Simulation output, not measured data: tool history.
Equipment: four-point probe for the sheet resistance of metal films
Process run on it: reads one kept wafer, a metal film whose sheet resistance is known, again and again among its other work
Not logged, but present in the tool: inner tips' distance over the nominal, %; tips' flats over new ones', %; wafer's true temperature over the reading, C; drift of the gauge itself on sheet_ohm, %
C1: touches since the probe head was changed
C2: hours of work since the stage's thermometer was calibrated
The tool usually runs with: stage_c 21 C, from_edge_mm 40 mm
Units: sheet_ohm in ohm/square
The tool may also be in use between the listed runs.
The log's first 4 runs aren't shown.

{"run": 5, "hour": 47.7, "stage_c": 21, "from_edge_mm": 9, "C1": 1726, "C2": 2051, "sheet_ohm": 17.007757}
{"run": 6, "hour": 58.9, "stage_c": 21, "from_edge_mm": 36, "C1": 1885, "C2": 2059, "sheet_ohm": 16.974762}
{"run": 7, "hour": 73.7, "stage_c": 21, "from_edge_mm": 18, "C1": 2098, "C2": 2069, "sheet_ohm": 16.983278}
{"run": 8, "hour": 84.9, "stage_c": 21, "from_edge_mm": 18, "C1": 2258, "C2": 2077, "sheet_ohm": 16.983304}
{"run": 9, "hour": 95.3, "stage_c": 21, "from_edge_mm": 30, "C1": 2407, "C2": 2084, "sheet_ohm": 16.971346}
{"run": 10, "hour": 104.1, "stage_c": 21, "from_edge_mm": 30, "C1": 2533, "C2": 2090, "sheet_ohm": 16.979445}
{"run": 11, "hour": 113.2, "stage_c": 31, "from_edge_mm": 40, "C1": 2663, "C2": 2096, "sheet_ohm": 16.911979}
{"run": 12, "hour": 125.3, "stage_c": 31, "from_edge_mm": 40, "C1": 2837, "C2": 2104, "sheet_ohm": 16.91971}
{"run": 13, "hour": 142.3, "stage_c": 21, "from_edge_mm": 36, "C1": 3080, "C2": 2116, "sheet_ohm": 16.971109}
{"run": 14, "hour": 154.9, "stage_c": 21, "from_edge_mm": 36, "C1": 3260, "C2": 2124, "sheet_ohm": 16.979305}
{"run": 15, "hour": 169.4, "stage_c": 21, "from_edge_mm": 36, "C1": 3469, "C2": 2134, "sheet_ohm": 16.967298}
{"run": 16, "hour": 182.9, "stage_c": 21, "from_edge_mm": 40, "C1": 3661, "C2": 2143, "sheet_ohm": 16.982472}
{"run": 17, "hour": 198.5, "stage_c": 21, "from_edge_mm": 40, "C1": 3885, "C2": 2154, "sheet_ohm": 16.970648}
{"run": 18, "hour": 213.9, "stage_c": 21, "from_edge_mm": 40, "C1": 4106, "C2": 2165, "sheet_ohm": 16.97581}
{"run": 19, "hour": 228.2, "stage_c": 21, "from_edge_mm": 40, "C1": 4311, "C2": 2174, "sheet_ohm": 16.973773}
{"run": 20, "hour": 242.3, "stage_c": 21, "from_edge_mm": 40, "C1": 4513, "C2": 2184, "sheet_ohm": 16.971865}
{"run": 21, "hour": 254.9, "stage_c": 30, "from_edge_mm": 27, "C1": 4692, "C2": 2193, "sheet_ohm": 16.922834}
{"run": 22, "hour": 267.3, "stage_c": 19, "from_edge_mm": 43, "C1": 4870, "C2": 2201, "sheet_ohm": 16.992568}
{"run": 23, "hour": 286.0, "stage_c": 32, "from_edge_mm": 5, "C1": 5137, "C2": 2214, "sheet_ohm": 16.998307}
{"run": 24, "hour": 299.0, "stage_c": 26, "from_edge_mm": 56, "C1": 5325, "C2": 2223, "sheet_ohm": 16.945121}
{"run": 25, "hour": 317.9, "stage_c": 26, "from_edge_mm": 56, "C1": 5595, "C2": 2236, "sheet_ohm": 16.938712}
{"run": 26, "hour": 334.2, "stage_c": 26, "from_edge_mm": 56, "C1": 5829, "C2": 2247, "sheet_ohm": 16.941282}
{"run": 27, "hour": 351.4, "stage_c": 20, "from_edge_mm": 68, "C1": 6074, "C2": 2258, "sheet_ohm": 16.976652}
{"run": 28, "hour": 361.7, "stage_c": 28, "from_edge_mm": 10, "C1": 6222, "C2": 2265, "sheet_ohm": 16.954841}

What does the tool deliver on the next run?
{"run": 29, "hour": 377.4, "stage_c": 28, "from_edge_mm": 10, "C1": 6447, "C2": 2276, "sheet_ohm": "?"}

sheet_ohm: 16.946926 ohm/square
Had the tool carried no hidden state, the very same run would have given sheet_ohm 16.946574 ohm/square.

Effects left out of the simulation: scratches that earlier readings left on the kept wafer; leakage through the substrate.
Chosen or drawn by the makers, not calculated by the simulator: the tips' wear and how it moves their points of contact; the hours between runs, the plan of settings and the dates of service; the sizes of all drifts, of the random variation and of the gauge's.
